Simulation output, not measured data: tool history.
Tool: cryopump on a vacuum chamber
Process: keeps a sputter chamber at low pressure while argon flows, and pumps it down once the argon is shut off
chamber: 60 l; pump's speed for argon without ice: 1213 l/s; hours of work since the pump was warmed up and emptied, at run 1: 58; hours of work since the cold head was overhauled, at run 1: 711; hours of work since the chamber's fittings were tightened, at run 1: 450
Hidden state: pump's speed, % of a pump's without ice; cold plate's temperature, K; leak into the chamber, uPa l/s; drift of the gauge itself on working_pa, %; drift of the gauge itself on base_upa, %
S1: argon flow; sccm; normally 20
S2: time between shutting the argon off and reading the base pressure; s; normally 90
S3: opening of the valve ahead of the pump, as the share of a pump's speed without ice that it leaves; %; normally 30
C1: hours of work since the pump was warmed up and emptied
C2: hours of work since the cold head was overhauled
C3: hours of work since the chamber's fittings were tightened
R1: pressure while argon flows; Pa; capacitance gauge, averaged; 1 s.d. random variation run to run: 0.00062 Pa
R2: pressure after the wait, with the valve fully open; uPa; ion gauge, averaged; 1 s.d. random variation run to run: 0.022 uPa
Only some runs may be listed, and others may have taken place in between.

run	hour	S1	S2	S3	C1	C2	C3	R1	R2
1	0	20	90	30	58	711	450	0.0944	0.97
2	95.4	20	90	30	104	758	497	0.0951	1.03
3	213.4	20	90	30	162	815	554	0.0954	1.1
4	306	20	90	30	207	860	599	0.0961	1.15
5	383.2	20	90	42	245	898	637	0.0708	1.2
6	437.6	20	90	21	271	924	664	0.1374	1.14
7	488.3	20	90	21	296	949	688	0.1366	1.29
8	611.6	20	90	21	356	1009	748	0.1392	1.34
9	711.3	20	90	21	405	1058	797	0.1408	1.4
10	818.9	20	90	21	457	1110	849	0.1411	1.48
11	925.6	20	90	30	509	1162	901	0.1032	1.58
12	1007.8	20	90	30	549	1202	941	0.1044	1.63
# hour 1083.1: pump warmed up, emptied and cooled again
13	1112.4	20	90	30	14	1251	990	0.0936	1.24
14	1182.8	20	90	30	49	1285	1024	0.0942	1.37
15	1309	20	21	30	110	1347	1086	0.0955	2.63
16	1414.7	20	21	30	162	1398	1137	0.0958	2.7
17	1469.1	20	90	30	188	1425	1164	0.0966	1.55
18	1552.1	20	90	19	229	1465	1204	0.1527	1.56
19	1622.2	17	24	47	263	1499	1238	0.0542	2.74
20	1747.6	17	192	38	324	1560	1300	0.0686	1.58
21	1841.8	10	35	30	370	1606	1346	0.0494	2.46
22	1904	14	96	46	400	1637	1376	0.0483	1.84
23	1977.1	38	89	31	436	1672	1411	0.188	1.91
24	2045.2	9	213	33	469	1705	1445	0.0432	1.81
25	2130.4	20	175	30	510	1747	1486	0.1022	1.92
26	2196.3	20	175	30	543	1779	1518	0.1039	1.95
27	2274.7	20	32	30	581	1817	1556	0.1057	2.94
# hour 2285: pump warmed up, emptied and cooled again
28	2402.3	20	32	43	57	1877	1616	0.0654	2.38
29	2524.6	20	32	43	117	1937	1676	0.0666	2.55
30	2647.7	20	224	28	177	1997	1736	0.1028	1.75
31	2723	20	164	28	213	2033	1773	0.1035	1.86
32	2789.1	20	164	28	246	2066	1805	0.1041	1.93
33	2856.4	12	164	54	279	2098	1838	0.0348	1.91
34	2923.7	12	164	54	311	2131	1870	0.0342	2.04

Alternative continuations, all from the tool just after run 34; predict every row:
A	3046.5	9	159	25	371	2191	1930	?	?
B	3046.5	22	164	34	371	2191	1930	?	?
C	3046.5	19	31	21	371	2191	1930	?	?

run	R1	R2
A	0.0532	2.16
B	0.0967	2.17
C	0.1326	3.1
The same runs, with their run-to-run variation unchanged, on a tool lacking any hidden condition would have given:
run	R1	R2
A	0.05	0.46
B	0.089	0.46
C	0.1258	1.37

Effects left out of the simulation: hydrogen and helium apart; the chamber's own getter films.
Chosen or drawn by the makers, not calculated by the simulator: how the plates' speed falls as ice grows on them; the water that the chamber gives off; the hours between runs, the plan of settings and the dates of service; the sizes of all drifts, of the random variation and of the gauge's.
